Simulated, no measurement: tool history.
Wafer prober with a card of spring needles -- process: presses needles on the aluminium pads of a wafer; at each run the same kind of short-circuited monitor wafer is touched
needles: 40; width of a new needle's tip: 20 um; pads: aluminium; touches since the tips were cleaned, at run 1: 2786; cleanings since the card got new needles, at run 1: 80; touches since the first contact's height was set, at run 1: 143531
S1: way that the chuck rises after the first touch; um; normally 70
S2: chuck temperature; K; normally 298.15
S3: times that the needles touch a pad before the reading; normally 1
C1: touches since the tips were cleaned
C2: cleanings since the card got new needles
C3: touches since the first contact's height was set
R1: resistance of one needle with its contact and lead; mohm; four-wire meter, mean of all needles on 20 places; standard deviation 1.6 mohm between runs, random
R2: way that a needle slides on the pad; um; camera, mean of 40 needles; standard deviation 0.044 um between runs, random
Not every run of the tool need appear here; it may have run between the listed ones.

run 1 hour=0.0 | S1=70 S2=298.15 S3=1 | C1=2786 C2=80 C3=143531 | R1=191 R2=16.00
-- hour=6.5 tips cleaned on abrasive film
-- hour=18.2 tips cleaned on abrasive film
run 2 hour=20.2 | S1=70 S2=298.15 S3=1 | C1=1218 C2=82 C3=155599 | R1=180 R2=16.01
-- hour=30.9 tips cleaned on abrasive film
run 3 hour=41.3 | S1=70 S2=370.15 S3=1 | C1=6292 C2=83 C3=168224 | R1=223 R2=15.94
-- hour=43.0 tips cleaned on abrasive film
-- hour=55.3 tips cleaned on abrasive film
run 4 hour=62.0 | S1=70 S2=298.15 S3=1 | C1=4074 C2=85 C3=180581 | R1=203 R2=15.93
-- hour=66.9 tips cleaned on abrasive film
run 5 hour=75.8 | S1=70 S2=298.15 S3=1 | C1=5366 C2=86 C3=188798 | R1=210 R2=15.89
-- hour=77.9 tips cleaned on abrasive film
-- hour=89.1 tips cleaned on abrasive film
run 6 hour=93.5 | S1=70 S2=298.15 S3=1 | C1=2623 C2=88 C3=199342 | R1=194 R2=15.81
-- hour=100.1 tips cleaned on abrasive film
run 7 hour=107.9 | S1=70 S2=298.15 S3=1 | C1=4660 C2=89 C3=207927 | R1=208 R2=15.88
-- hour=111.5 tips cleaned on abrasive film
-- hour=123.6 tips cleaned on abrasive film
run 8 hour=129.3 | S1=83 S2=298.15 S3=1 | C1=3410 C2=91 C3=220711 | R1=185 R2=18.90
-- hour=134.9 tips cleaned on abrasive film
-- hour=137.1 height of the first contact set anew
-- hour=146.6 tips cleaned on abrasive film
run 9 hour=152.1 | S1=85 S2=336.15 S3=2 | C1=3327 C2=93 C3=8958 | R1=178 R2=19.88
-- hour=158.3 tips cleaned on abrasive film
-- hour=170.3 tips cleaned on abrasive film
run 10 hour=174.7 | S1=59 S2=397.15 S3=1 | C1=2655 C2=95 C3=22431 | R1=222 R2=13.75
-- hour=181.4 tips cleaned on abrasive film
-- hour=193.5 tips cleaned on abrasive film
run 11 hour=193.9 | S1=70 S2=306.15 S3=1 | C1=235 C2=97 C3=33856 | R1=171 R2=16.33

Run 12 is up next; what results do you expect?
run 12 hour=203.9 | S1=75 S2=311.15 S3=3 | C1=6307 C2=97 C3=39928 | R1=? R2=?

{"run 12": {"R1": 177, "R2": 17.58}}
Were there no unlogged condition in the tool, this run, its random variation unchanged, would have produced R1 158 mohm, R2 17.66 um.
